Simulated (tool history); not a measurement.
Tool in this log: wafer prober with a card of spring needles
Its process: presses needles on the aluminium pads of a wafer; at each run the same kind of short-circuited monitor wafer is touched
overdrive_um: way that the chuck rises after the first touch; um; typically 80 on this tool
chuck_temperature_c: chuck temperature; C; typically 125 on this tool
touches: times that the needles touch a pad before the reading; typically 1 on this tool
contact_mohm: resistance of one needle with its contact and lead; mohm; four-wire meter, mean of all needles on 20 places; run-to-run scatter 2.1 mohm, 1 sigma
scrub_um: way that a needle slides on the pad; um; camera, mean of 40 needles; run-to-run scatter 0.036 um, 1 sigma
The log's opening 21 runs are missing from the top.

At day 10.812: tips cleaned on abrasive film.
At day 11.217: tips cleaned on abrasive film.
Run 22, day 11.425: usual settings but overdrive_um 74 um, chuck_temperature_c 87 C, touches 2. Result: contact_mohm 243 mohm, scrub_um 17.12 um.
At day 11.625: tips cleaned on abrasive film.
At day 12.042: tips cleaned on abrasive film.
Run 23, day 12.042: usual settings but overdrive_um 65 um, chuck_temperature_c 25 C. Result: contact_mohm 220 mohm, scrub_um 14.99 um.
Run 24, day 12.396: usual settings but overdrive_um 65 um, chuck_temperature_c 25 C, touches 2. Result: contact_mohm 243 mohm, scrub_um 15.03 um.
At day 12.45: tips cleaned on abrasive film.
Run 25, day 12.725: usual settings but overdrive_um 65 um, chuck_temperature_c 25 C, touches 2. Result: contact_mohm 241 mohm, scrub_um 14.99 um.
At day 12.838: tips cleaned on abrasive film.
Run 26, day 13.2: usual settings but overdrive_um 65 um, chuck_temperature_c 25 C, touches 2. Result: contact_mohm 242 mohm, scrub_um 15.02 um.
At day 13.254: tips cleaned on abrasive film.
Run 27, day 13.504: usual settings but overdrive_um 69 um, chuck_temperature_c 83 C, touches 2. Result: contact_mohm 242 mohm, scrub_um 15.93 um.
At day 13.65: tips cleaned on abrasive film.
Run 28, day 13.979: usual settings but overdrive_um 61 um, chuck_temperature_c 29 C, touches 3. Result: contact_mohm 233 mohm, scrub_um 14 um.
At day 14.083: tips cleaned on abrasive film.
Run 29, day 14.35: usual settings but touches 2. Result: contact_mohm 259 mohm, scrub_um 18.43 um.
At day 14.483: tips cleaned on abrasive film.
Run 30, day 14.679: usual settings but overdrive_um 71 um, chuck_temperature_c 98 C, touches 3. Result: contact_mohm 238 mohm, scrub_um 16.33 um.
At day 14.879: tips cleaned on abrasive film.
At day 15.267: tips cleaned on abrasive film.
Run 31, day 15.392: usual settings but overdrive_um 96 um, chuck_temperature_c 61 C. Result: contact_mohm 238 mohm, scrub_um 22.07 um.
At day 15.658: tips cleaned on abrasive film.
Run 32, day 15.908: usual settings but overdrive_um 72 um, chuck_temperature_c 53 C. Result: contact_mohm 248 mohm, scrub_um 16.47 um.
At day 16.067: tips cleaned on abrasive film.
Run 33, day 16.312: usual settings but overdrive_um 72 um, chuck_temperature_c 53 C, touches 2. Result: contact_mohm 239 mohm, scrub_um 16.49 um.

Predict each of these 3 candidate next runs independently; none follows another, all start after run 33:
At day 16.479: tips cleaned on abrasive film.
Run A, day 16.825: usual settings but overdrive_um 67 um, chuck_temperature_c 53 C, touches 2. Result: contact_mohm ?, scrub_um ?.
At day 16.479: tips cleaned on abrasive film.
Run B, day 16.825: usual settings but chuck_temperature_c 65 C. Result: contact_mohm ?, scrub_um ?.
At day 16.479: tips cleaned on abrasive film.
Run C, day 16.825: usual settings but overdrive_um 85 um, chuck_temperature_c 70 C. Result: contact_mohm ?, scrub_um ?.

run  contact_mohm  scrub_um
  A           248     15.28
  B           253     18.32
  C           262     19.54
With no hidden state in the tool, these same runs would have given:
run  contact_mohm  scrub_um
  A           222     15.49
  B           220     18.53
  C           229     19.75
